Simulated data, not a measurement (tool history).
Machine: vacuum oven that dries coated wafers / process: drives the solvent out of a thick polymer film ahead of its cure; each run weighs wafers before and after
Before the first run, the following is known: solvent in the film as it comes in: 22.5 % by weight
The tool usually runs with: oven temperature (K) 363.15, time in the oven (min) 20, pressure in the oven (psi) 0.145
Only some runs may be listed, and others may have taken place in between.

run     day  oven temperature (K)  time in the oven (min)  pressure in the oven (psi)  solvent left in the film (%)
  1       0                363.15                      20                       0.145                          3.61
  2   0.658                363.15                      20                       0.145                           3.6
  3     1.4                363.15                      22                       0.145                          3.04
  4   1.775                363.15                      20                       0.145                          3.57
  5    2.35                363.15                      20                       0.145                          3.56
  6   2.825                363.15                      20                       0.145                          3.69
  7   3.279                363.15                      10                       0.145                             8
  8   3.679                363.15                      10                       0.145                          8.13
  9   4.296                363.15                      10                       0.145                          8.05
 10   4.654                363.15                      10                       0.145                          7.92
 11   5.288                363.15                      10                       0.145                          7.99
 12   6.038                363.15                      20                       0.145                          3.61
 13   6.683                363.15                      20                       0.145                          3.61
 14   7.175                363.15                      20                       0.145                          3.56
 15   7.592                363.15                      20                       0.145                          3.47
 16   8.375                363.15                      20                       0.145                          3.55
 17   8.962                363.15                      20                       0.145                          3.57
 18   9.654                372.15                      23                       0.145                          0.81
 19   10.05                372.15                      23                       0.145                          0.77
 20  10.462                372.15                      23                       0.145                          0.78
 21  11.221                372.15                      23                       0.145                          0.79
 22  11.967                372.15                      24                       0.103                          0.74
 23  12.579                372.15                      11                       0.117                          3.74
 24  13.383                357.15                      11                       0.392                         10.62
 25  13.779                368.15                      25                       0.107                          1.21
 26  14.367                367.15                      20                        0.11                          2.27
 27  14.988                350.15                      28                       0.371                          7.59
 28  15.488                350.15                      28                       0.371                          7.78
 29  16.104                352.15                      21                       0.281                          8.62
 30  16.488                352.15                      21                       0.281                          8.31
 31  16.888                356.15                      23                       0.097                          5.83
 32  17.533                374.15                      23                       0.524                          1.19
 33  17.983                357.15                      23                        0.48                          5.93
 34  18.733                365.15                      19                       0.367                          3.56

For some of the steps in solvent left in the film (%) from one run to the next: how much would appear even if the tool had no hidden state, given the settings, what came in and random variation, and how much remains for the hidden state plus any gauge scatter that the measured result and the result without hidden state don't share?
Hidden conditions of the tool in this case: true wafer temperature over the reading, C; true pressure over the reading, kPa; drift of the gauge itself on solvent_pct, %.
Run 22 -> 23: time in the oven (min) 24 -> 11, pressure in the oven (psi) 0.103 -> 0.117. solvent left in the film (%) +3: hidden state +0.26, all else +2.74.
Run 23 -> 24: oven temperature (K) 372.15 -> 357.15, pressure in the oven (psi) 0.117 -> 0.392. solvent left in the film (%) +6.88: hidden state +0.09, all else +6.79.
Run 24 -> 25: oven temperature (K) 357.15 -> 368.15, time in the oven (min) 11 -> 25, pressure in the oven (psi) 0.392 -> 0.107. solvent left in the film (%) -9.41: hidden state -0.26, all else -9.15.
Run 26 -> 27: oven temperature (K) 367.15 -> 350.15, time in the oven (min) 20 -> 28, pressure in the oven (psi) 0.11 -> 0.371. solvent left in the film (%) +5.32: hidden state +0.23, all else +5.09.
Run 31 -> 32: oven temperature (K) 356.15 -> 374.15, pressure in the oven (psi) 0.097 -> 0.524. solvent left in the film (%) -4.64: hidden state -0.4, all else -4.24.
Run 32 -> 33: oven temperature (K) 374.15 -> 357.15, pressure in the oven (psi) 0.524 -> 0.48. solvent left in the film (%) +4.74: hidden state +0.39, all else +4.35.
